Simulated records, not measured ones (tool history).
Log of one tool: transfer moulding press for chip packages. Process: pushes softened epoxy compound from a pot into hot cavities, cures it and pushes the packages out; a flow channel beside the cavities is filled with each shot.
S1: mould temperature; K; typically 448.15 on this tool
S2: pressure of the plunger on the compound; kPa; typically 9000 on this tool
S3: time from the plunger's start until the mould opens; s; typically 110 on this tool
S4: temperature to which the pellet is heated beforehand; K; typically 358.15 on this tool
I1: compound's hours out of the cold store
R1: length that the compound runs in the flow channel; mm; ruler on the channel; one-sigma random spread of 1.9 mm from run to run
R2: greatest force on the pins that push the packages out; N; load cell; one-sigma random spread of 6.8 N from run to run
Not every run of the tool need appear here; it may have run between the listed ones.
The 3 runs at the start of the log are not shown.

{"run": 4, "hour": 32.7, "S1": 448.15, "S2": 9000, "S3": 110, "S4": 358.15, "I1": 37.6, "R1": 505, "R2": 401}
{"run": 5, "hour": 39.4, "S1": 448.15, "S2": 8010, "S3": 110, "S4": 358.15, "I1": 35.5, "R1": 482, "R2": 444}
{"run": 6, "hour": 46.9, "S1": 448.15, "S2": 8010, "S3": 110, "S4": 358.15, "I1": 15.3, "R1": 523, "R2": 471}
{"run": 7, "hour": 56.4, "S1": 448.15, "S2": 8010, "S3": 110, "S4": 358.15, "I1": 40.6, "R1": 470, "R2": 477}
{"run": 8, "hour": 69.4, "S1": 448.15, "S2": 8010, "S3": 110, "S4": 358.15, "I1": 25.4, "R1": 502, "R2": 499}
{"run": 9, "hour": 82.4, "S1": 448.15, "S2": 8010, "S3": 110, "S4": 358.15, "I1": 24.1, "R1": 504, "R2": 525}
{"hour": 84.7, "done": "cavities cleaned with cleaning compound and waxed"}
{"run": 10, "hour": 96.2, "S1": 448.15, "S2": 8010, "S3": 110, "S4": 358.15, "I1": 18.6, "R1": 514, "R2": 365}
{"run": 11, "hour": 108.4, "S1": 448.15, "S2": 9000, "S3": 110, "S4": 358.15, "I1": 46.6, "R1": 477, "R2": 404}
{"run": 12, "hour": 120.3, "S1": 448.15, "S2": 9000, "S3": 110, "S4": 358.15, "I1": 34.3, "R1": 509, "R2": 442}
{"run": 13, "hour": 126.9, "S1": 448.15, "S2": 9000, "S3": 110, "S4": 358.15, "I1": 45.7, "R1": 482, "R2": 466}
{"run": 14, "hour": 136.5, "S1": 448.15, "S2": 8620, "S3": 110, "S4": 358.15, "I1": 37.2, "R1": 490, "R2": 486}
{"run": 15, "hour": 144.0, "S1": 448.15, "S2": 8620, "S3": 110, "S4": 358.15, "I1": 39.6, "R1": 482, "R2": 511}
{"run": 16, "hour": 152.6, "S1": 448.15, "S2": 8620, "S3": 110, "S4": 358.15, "I1": 22.9, "R1": 517, "R2": 532}
{"hour": 164.4, "done": "cavities cleaned with cleaning compound and waxed"}
{"run": 17, "hour": 167.5, "S1": 454.15, "S2": 8830, "S3": 90, "S4": 358.15, "I1": 34.3, "R1": 485, "R2": 301}
{"run": 18, "hour": 173.9, "S1": 449.15, "S2": 8830, "S3": 118, "S4": 365.15, "I1": 23, "R1": 521, "R2": 312}
{"run": 19, "hour": 186.7, "S1": 447.15, "S2": 10450, "S3": 125, "S4": 364.15, "I1": 45.2, "R1": 518, "R2": 362}
{"run": 20, "hour": 195.0, "S1": 446.15, "S2": 8940, "S3": 120, "S4": 365.15, "I1": 20.3, "R1": 535, "R2": 439}
{"run": 21, "hour": 208.8, "S1": 453.15, "S2": 9200, "S3": 101, "S4": 353.15, "I1": 32.9, "R1": 491, "R2": 439}

Expected results for the next run?
{"run": 22, "hour": 216.0, "S1": 448.15, "S2": 9000, "S3": 128, "S4": 358.15, "I1": 20.2, "R1": "?", "R2": "?"}

Logged for run 22: R1 531 mm, R2 439 N.
With no hidden state in the tool, this same run would have given R1 546 mm, R2 251 N.
